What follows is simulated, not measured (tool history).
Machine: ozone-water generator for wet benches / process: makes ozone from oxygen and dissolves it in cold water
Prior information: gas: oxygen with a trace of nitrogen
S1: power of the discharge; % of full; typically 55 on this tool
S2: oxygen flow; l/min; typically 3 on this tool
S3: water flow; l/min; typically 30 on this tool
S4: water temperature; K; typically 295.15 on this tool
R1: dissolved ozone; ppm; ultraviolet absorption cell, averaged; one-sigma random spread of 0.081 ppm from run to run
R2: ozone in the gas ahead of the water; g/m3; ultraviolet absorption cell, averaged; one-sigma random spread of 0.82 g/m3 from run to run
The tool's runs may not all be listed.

run 1 hour=0 | S1=55 S2=3 S3=30 S4=295.15 | R1=6.3 R2=130.5
run 2 hour=100.5 | S1=55 S2=3 S3=30 S4=295.15 | R1=6.37 R2=127.9
run 3 hour=186.9 | S1=55 S2=3 S3=43 S4=295.15 | R1=4.43 R2=127.5
run 4 hour=262.7 | S1=55 S2=3 S3=43 S4=295.15 | R1=4.64 R2=128.1
run 5 hour=322.5 | S1=55 S2=3 S3=30 S4=300.15 | R1=5.97 R2=127.2
run 6 hour=409.1 | S1=55 S2=3 S3=30 S4=300.15 | R1=5.92 R2=129.2
run 7 hour=488.2 | S1=55 S2=3 S3=30 S4=295.15 | R1=6.31 R2=127.9
run 8 hour=580.5 | S1=55 S2=3 S3=30 S4=295.15 | R1=6.28 R2=127.6
run 9 hour=651.2 | S1=55 S2=3 S3=30 S4=295.15 | R1=6.28 R2=128.7
run 10 hour=758.7 | S1=55 S2=3 S3=30 S4=294.15 | R1=6.31 R2=129.7
run 11 hour=808.7 | S1=55 S2=3 S3=46 S4=294.15 | R1=4.23 R2=129.9
run 12 hour=873.3 | S1=55 S2=3 S3=46 S4=294.15 | R1=4.12 R2=130.2
run 13 hour=943.7 | S1=55 S2=3 S3=46 S4=294.15 | R1=4.34 R2=129.5
run 14 hour=997.6 | S1=55 S2=3 S3=46 S4=294.15 | R1=4.15 R2=129.2
run 15 hour=1050.4 | S1=55 S2=3 S3=30 S4=295.15 | R1=6.32 R2=130.1
run 16 hour=1149.5 | S1=55 S2=3 S3=30 S4=295.15 | R1=6.43 R2=129.7
run 17 hour=1223.7 | S1=55 S2=3 S3=30 S4=295.15 | R1=6.36 R2=128.5
run 18 hour=1289.3 | S1=55 S2=3 S3=39 S4=297.15 | R1=4.7 R2=127.9
run 19 hour=1389 | S1=49 S2=3 S3=42 S4=291.15 | R1=4.28 R2=117.7
run 20 hour=1441.1 | S1=56 S2=1.9 S3=42 S4=291.15 | R1=3.74 R2=154.8
run 21 hour=1491 | S1=56 S2=1.85 S3=46 S4=291.15 | R1=3.38 R2=155.8
run 22 hour=1538.5 | S1=49 S2=4.35 S3=27 S4=295.15 | R1=7.17 R2=104.1
run 23 hour=1613.4 | S1=56 S2=3 S3=34 S4=295.15 | R1=5.67 R2=131.7
run 24 hour=1719.5 | S1=44 S2=2.4 S3=21 S4=303.15 | R1=6.34 R2=118.5
run 25 hour=1822.7 | S1=44 S2=2.4 S3=21 S4=303.15 | R1=6.29 R2=119.6
run 26 hour=1930.9 | S1=79 S2=3.68 S3=36 S4=301.15 | R1=7.07 R2=154.5
run 27 hour=2039.9 | S1=79 S2=3.68 S3=36 S4=301.15 | R1=7 R2=155.7
run 28 hour=2107.6 | S1=79 S2=3.68 S3=36 S4=301.15 | R1=6.94 R2=155.5
run 29 hour=2174.4 | S1=55 S2=4.3 S3=37 S4=295.15 | R1=5.94 R2=113.8
run 30 hour=2261.5 | S1=55 S2=3.64 S3=43 S4=295.15 | R1=4.87 R2=120.5
run 31 hour=2311.8 | S1=64 S2=3 S3=30 S4=295.15 | R1=7.06 R2=143.9
run 32 hour=2381.6 | S1=41 S2=2.41 S3=42 S4=290.15 | R1=3.48 R2=113.6

The log once held 1 entry between its listed runs, left out of this copy. Where does each go, and what is different about the tool's unlogged condition between the listed run before it and the listed run after it?
Runs 1 to 2: water thermometer calibrated (hour 47.6)
  no difference in the tool's unlogged condition between these two runs
